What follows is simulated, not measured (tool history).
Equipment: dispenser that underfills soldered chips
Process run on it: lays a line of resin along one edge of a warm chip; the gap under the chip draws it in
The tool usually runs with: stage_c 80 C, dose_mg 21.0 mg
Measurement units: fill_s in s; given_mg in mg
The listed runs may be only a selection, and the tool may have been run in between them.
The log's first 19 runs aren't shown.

| run | hour | stage_c | dose_mg | fill_s | given_mg |
|---|---|---|---|---|---|
| 20 | 166.6 | 81 | 24.9 | 120.4 | 24.47 |
| 21 | 175.2 | 80 | 20.4 | 189.2 | 19.99 |
|  | 176.2 | new syringe of resin |
| 22 | 185.8 | 74 | 24.6 | 185.0 | 24.01 |
|  | 192.8 | new syringe of resin |
| 23 | 197.1 | 74 | 24.6 | 145.1 | 23.88 |
|  | 209.5 | new syringe of resin |
| 24 | 210.1 | 70 | 21.2 | 147.8 | 20.54 |
| 25 | 219.2 | 70 | 21.2 | 219.4 | 20.62 |
| 26 | 224.6 | 91 | 20.0 | 120.4 | 19.28 |
|  | 226.1 | new syringe of resin |
| 27 | 232.5 | 92 | 17.8 | 81.0 | 17.05 |
|  | 242.3 | new syringe of resin |
| 28 | 243.1 | 92 | 17.8 | 62.4 | 17.04 |
| 29 | 250.5 | 92 | 19.9 | 82.5 | 18.96 |
|  | 258.6 | new syringe of resin |
| 30 | 260.3 | 77 | 19.8 | 113.9 | 18.78 |
| 31 | 271.8 | 90 | 26.5 | 110.0 | 25.14 |
|  | 275.0 | new syringe of resin |
| 32 | 279.2 | 71 | 21.2 | 161.3 | 19.93 |
| 33 | 288.0 | 95 | 20.2 | 90.5 | 18.90 |
|  | 291.3 | new syringe of resin |
| 34 | 298.5 | 93 | 19.4 | 79.8 | 18.24 |

What if the next run were any one of these 3? Each begins from the tool's condition after run 34:
|  | 306.7 | dispensing valve cleaned and set on the balance |
|  | 309.3 | new syringe of resin |
| A | 309.8 | 89 | 18.3 | ? | ? |
|  | 306.7 | dispensing valve cleaned and set on the balance |
|  | 309.3 | new syringe of resin |
| B | 309.8 | 93 | 21.8 | ? | ? |
|  | 306.7 | dispensing valve cleaned and set on the balance |
|  | 309.3 | new syringe of resin |
| C | 309.8 | 93 | 21.1 | ? | ? |

| run | fill_s | given_mg |
|---|---|---|
| A | 67.7 | 18.26 |
| B | 55.8 | 21.72 |
| C | 55.2 | 21.02 |
With the hidden condition removed and each run's random variation left untouched, the same runs would have given:
| run | fill_s | given_mg |
|---|---|---|
| A | 79.7 | 18.31 |
| B | 65.4 | 21.78 |
| C | 64.8 | 21.08 |

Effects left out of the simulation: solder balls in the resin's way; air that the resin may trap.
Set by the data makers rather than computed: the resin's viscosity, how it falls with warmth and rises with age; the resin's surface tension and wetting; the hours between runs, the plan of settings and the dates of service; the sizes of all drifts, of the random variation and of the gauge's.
